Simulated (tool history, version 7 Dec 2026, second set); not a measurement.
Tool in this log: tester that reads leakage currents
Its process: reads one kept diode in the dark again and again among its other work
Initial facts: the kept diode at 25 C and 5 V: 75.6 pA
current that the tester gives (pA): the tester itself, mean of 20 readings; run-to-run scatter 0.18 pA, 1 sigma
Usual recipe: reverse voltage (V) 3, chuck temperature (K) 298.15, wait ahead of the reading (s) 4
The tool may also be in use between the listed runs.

run,hour,reverse voltage (V),chuck temperature (K),wait ahead of the reading (s),current that the tester gives (pA)
1,0,3,298.15,4,57.26
2,71.1,3,298.15,4,57.52
3,149.8,3,298.15,4,57.69
4,240.7,3,298.15,4,57.44
# hour 319.2: chuck's temperature calibrated
5,338.5,3,311.15,4,147.36
6,391.2,3,311.15,4,146.89
7,487.7,3,311.15,4,147.44
8,578.5,3,311.15,4,148.02
9,647.5,3,298.15,4,57.47
10,725,3,310.15,4,137.27
11,841.3,3,298.15,7.82,57.45
12,911.7,3,298.15,7.82,57.57
13,991.2,1.61,298.15,4,41.14
14,1073,1.61,298.15,4,41.22
15,1174.2,3,298.15,0.41,58.95
16,1230.5,3,298.15,0.41,58.79
17,1300.4,17.19,297.15,0.41,144.9
18,1417.1,6.03,308.15,0.84,175.39
# hour 1461: chuck's temperature calibrated
19,1538.5,15.66,305.15,0.34,243.39
20,1650.1,6.74,298.15,0.78,91.1
21,1749.7,6.74,298.15,0.78,90.45
22,1859.7,2.48,296.15,1.21,44.77
23,1943.9,2.34,296.15,1.21,43.38
24,2011.9,19,298.15,4,156.78
# hour 2047.4: probe card cleaned and baked
25,2075,19,298.15,4,156.21

Below, some changes in current that the tester gives (pA) between adjacent runs. For each, the amount present without the hidden state too (settings, incoming material, random variation) and the amount remaining for the hidden state with gauge scatter not shared by both compared results:
Hidden conditions of the tool in this case: stray current of the dirty probe card, pA a volt; current scale over the true one, %; true chuck temperature over the reading, C; drift of the gauge itself on leakage_pa, %.
Run 19 -> 20: reverse voltage (V) 15.66 -> 6.74, chuck temperature (K) 305.15 -> 298.15, wait ahead of the reading (s) 0.34 -> 0.78. current that the tester gives (pA) -152.29: hidden state -0.08, all else -152.21.
Run 23 -> 24: reverse voltage (V) 2.34 -> 19, chuck temperature (K) 296.15 -> 298.15, wait ahead of the reading (s) 1.21 -> 4. current that the tester gives (pA) +113.4: hidden state +0.22, all else +113.18.
Run 24 -> 25: probe card cleaned and baked. current that the tester gives (pA) -0.57: hidden state -0.22, all else -0.35.

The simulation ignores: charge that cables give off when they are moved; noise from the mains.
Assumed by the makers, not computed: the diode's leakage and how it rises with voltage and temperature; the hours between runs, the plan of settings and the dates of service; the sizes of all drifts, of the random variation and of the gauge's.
